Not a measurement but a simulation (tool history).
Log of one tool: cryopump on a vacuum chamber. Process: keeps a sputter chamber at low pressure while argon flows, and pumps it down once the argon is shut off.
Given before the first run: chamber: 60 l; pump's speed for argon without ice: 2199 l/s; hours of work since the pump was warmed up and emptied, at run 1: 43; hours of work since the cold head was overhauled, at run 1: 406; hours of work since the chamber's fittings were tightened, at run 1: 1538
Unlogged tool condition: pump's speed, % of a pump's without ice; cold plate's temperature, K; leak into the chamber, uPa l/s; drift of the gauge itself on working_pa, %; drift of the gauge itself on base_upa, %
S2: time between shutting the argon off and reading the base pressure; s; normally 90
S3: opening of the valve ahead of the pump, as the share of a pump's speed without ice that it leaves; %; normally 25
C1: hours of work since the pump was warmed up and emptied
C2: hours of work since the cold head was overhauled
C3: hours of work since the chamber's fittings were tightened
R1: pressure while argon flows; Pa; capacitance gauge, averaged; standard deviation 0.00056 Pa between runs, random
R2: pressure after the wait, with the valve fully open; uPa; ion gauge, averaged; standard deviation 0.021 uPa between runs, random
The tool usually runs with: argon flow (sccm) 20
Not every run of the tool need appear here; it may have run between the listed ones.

Run 1, hour 0: usual settings; C1 43; C2 406; C3 1538. Result: R1 0.0627 Pa, R2 1.33 uPa.
Run 2, hour 38.6: usual settings but S3 28 %; C1 74; C2 436; C3 1568. Result: R1 0.0571 Pa, R2 1.37 uPa.
Run 3, hour 68.4: usual settings but S3 28 %; C1 97; C2 460; C3 1591. Result: R1 0.0578 Pa, R2 1.45 uPa.
Run 4, hour 104.3: usual settings; C1 125; C2 488; C3 1620. Result: R1 0.0637 Pa, R2 1.47 uPa.
Run 5, hour 122.2: usual settings; C1 139; C2 502; C3 1634. Result: R1 0.0653 Pa, R2 1.5 uPa.
Run 6, hour 164.1: usual settings; C1 172; C2 535; C3 1667. Result: R1 0.0647 Pa, R2 1.56 uPa.
Run 7, hour 186.2: usual settings; C1 190; C2 552; C3 1684. Result: R1 0.0656 Pa, R2 1.55 uPa.
Run 8, hour 225.1: usual settings; C1 220; C2 583; C3 1715. Result: R1 0.0667 Pa, R2 1.65 uPa.
Run 9, hour 260: usual settings; C1 248; C2 610; C3 1742. Result: R1 0.0672 Pa, R2 1.7 uPa.
Run 10, hour 290.8: usual settings; C1 272; C2 635; C3 1767. Result: R1 0.0674 Pa, R2 1.75 uPa.
Run 11, hour 333.1: usual settings but S3 42 %; C1 305; C2 668; C3 1800. Result: R1 0.0439 Pa, R2 1.92 uPa.
Run 12, hour 359.1: usual settings; C1 326; C2 689; C3 1820. Result: R1 0.0699 Pa, R2 2.02 uPa.
At hour 391.1: pump warmed up, emptied and cooled again.
Run 13, hour 399.8: usual settings but S2 68 s, S3 27 %; C1 7; C2 717; C3 1848. Result: R1 0.0571 Pa, R2 1.55 uPa.
Run 14, hour 439.1: usual settings but argon flow (sccm) 12, S3 41 %; C1 38; C2 748; C3 1879. Result: R1 0.023 Pa, R2 1.52 uPa.
Run 15, hour 470.3: usual settings but argon flow (sccm) 38, S2 56 s, S3 46 %; C1 62; C2 772; C3 1904. Result: R1 0.0663 Pa, R2 1.78 uPa.
At hour 502.3: leaking fittings of the chamber tightened, without venting.
Run 16, hour 506.9: usual settings but argon flow (sccm) 38, S2 56 s, S3 46 %; C1 90; C2 799; C3 4. Result: R1 0.0672 Pa, R2 0.74 uPa.
Run 17, hour 538.1: usual settings but argon flow (sccm) 15, S3 17 %; C1 114; C2 824; C3 28. Result: R1 0.07 Pa, R2 0.54 uPa.
Run 18, hour 560.8: usual settings but argon flow (sccm) 24; C1 132; C2 842; C3 46. Result: R1 0.0765 Pa, R2 0.54 uPa.
Run 19, hour 587.7: usual settings but argon flow (sccm) 30, S2 249 s, S3 33 %; C1 153; C2 863; C3 67. Result: R1 0.0749 Pa, R2 0.39 uPa.
Run 20, hour 624.1: usual settings but argon flow (sccm) 30, S2 25 s, S3 40 %; C1 182; C2 892; C3 96. Result: R1 0.0624 Pa, R2 1.41 uPa.
Run 21, hour 660.4: usual settings but argon flow (sccm) 9, S2 25 s, S3 40 %; C1 210; C2 920; C3 124. Result: R1 0.0187 Pa, R2 1.48 uPa.
Run 22, hour 683.2: usual settings but argon flow (sccm) 15, S2 158 s, S3 35 %; C1 228; C2 938; C3 142. Result: R1 0.036 Pa, R2 0.5 uPa.
Run 23, hour 708.6: usual settings but argon flow (sccm) 15, S2 158 s, S3 35 %; C1 248; C2 958; C3 162. Result: R1 0.0368 Pa, R2 0.48 uPa.

Branching from run 23: 4 alternative next runs. What would each branch give?
Run A, hour 744.7: usual settings but argon flow (sccm) 15, S2 158 s, S3 39 %; C1 277; C2 987; C3 191. Result: R1 ?, R2 ?.
Run B, hour 744.7: usual settings but argon flow (sccm) 35, S2 88 s, S3 45 %; C1 277; C2 987; C3 191. Result: R1 ?, R2 ?.
Run C, hour 744.7: usual settings but argon flow (sccm) 15, S2 158 s, S3 29 %; C1 277; C2 987; C3 191. Result: R1 ?, R2 ?.
Run D, hour 744.7: usual settings but S2 159 s, S3 60 %; C1 277; C2 987; C3 191. Result: R1 ?, R2 ?.

run      R1    R2
  A  0.0345  0.55
  B  0.0696  0.71
  C   0.044  0.55
  D  0.0325  0.54
Take away the tool's hidden state, keep each run's random variation, and the runs would have read:
run      R1    R2
  A  0.0301  0.33
  B  0.0595  0.49
  C  0.0396  0.33
  D  0.0267  0.32
